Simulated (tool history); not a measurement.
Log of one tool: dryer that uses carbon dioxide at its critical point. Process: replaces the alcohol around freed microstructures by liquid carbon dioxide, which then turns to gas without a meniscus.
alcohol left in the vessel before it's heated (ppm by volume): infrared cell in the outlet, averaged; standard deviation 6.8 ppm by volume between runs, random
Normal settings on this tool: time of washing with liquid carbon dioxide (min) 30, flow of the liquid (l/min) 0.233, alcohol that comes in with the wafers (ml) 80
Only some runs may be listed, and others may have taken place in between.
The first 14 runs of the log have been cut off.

| run | day | time of washing with liquid carbon dioxide (min) | flow of the liquid (l/min) | alcohol that comes in with the wafers (ml) | hours of work since the filter was changed | hours of work since the purifier's bed was changed | alcohol left in the vessel before it's heated (ppm by volume) |
|---|---|---|---|---|---|---|---|
| 15 | 12.975 | 30 | 0.333 | 80 | 236 | 750 | 192 |
|  | 13.608 | inlet filter changed |
| 16 | 13.883 | 30 | 0.333 | 80 | 5 | 764 | 134 |
| 17 | 14.862 | 30 | 0.326 | 22 | 21 | 780 | 115 |
| 18 | 15.662 | 30 | 0.326 | 22 | 34 | 794 | 102 |
| 19 | 16.704 | 30 | 0.326 | 22 | 52 | 811 | 119 |
| 20 | 17.654 | 30 | 0.326 | 22 | 67 | 827 | 116 |
| 21 | 18.817 | 45 | 0.326 | 76 | 87 | 846 | 105 |
| 22 | 19.779 | 45 | 0.326 | 76 | 103 | 862 | 109 |
| 23 | 20.667 | 42 | 0.351 | 76 | 118 | 877 | 110 |
| 24 | 21.696 | 42 | 0.351 | 76 | 135 | 894 | 117 |
| 25 | 22.5 | 30 | 0.33 | 80 | 148 | 907 | 182 |
| 26 | 23.146 | 36 | 0.161 | 58 | 159 | 918 | 989 |
| 27 | 24.183 | 22 | 0.161 | 74 | 176 | 935 | 5974 |
| 28 | 25.125 | 22 | 0.161 | 74 | 192 | 951 | 6388 |
| 29 | 26.104 | 22 | 0.161 | 74 | 208 | 967 | 6548 |
| 30 | 27.108 | 42 | 0.193 | 105 | 225 | 984 | 548 |
| 31 | 28.246 | 20 | 0.283 | 84 | 244 | 1003 | 2157 |

Forecast each of these 4 alternatives for the next run:
|  | 28.412 | inlet filter changed |
|  | 28.7 | purifier's bed changed |
| A | 29.512 | 19 | 0.205 | 84 | 16 | 14 | ? |
|  | 28.412 | inlet filter changed |
|  | 28.7 | purifier's bed changed |
| B | 29.512 | 44 | 0.191 | 47 | 16 | 14 | ? |
|  | 28.412 | inlet filter changed |
|  | 28.7 | purifier's bed changed |
| C | 29.512 | 30 | 0.365 | 80 | 16 | 14 | ? |
|  | 28.412 | inlet filter changed |
|  | 28.7 | purifier's bed changed |
| D | 29.512 | 27 | 0.283 | 53 | 16 | 14 | ? |

| run | alcohol left in the vessel before it's heated (ppm by volume) |
|---|---|
| A | 3959 |
| B | 72 |
| C | 25 |
| D | 148 |
Without the tool's hidden state the same runs would have given:
| run | alcohol left in the vessel before it's heated (ppm by volume) |
|---|---|
| A | 3755 |
| B | 63 |
| C | 20 |
| D | 132 |
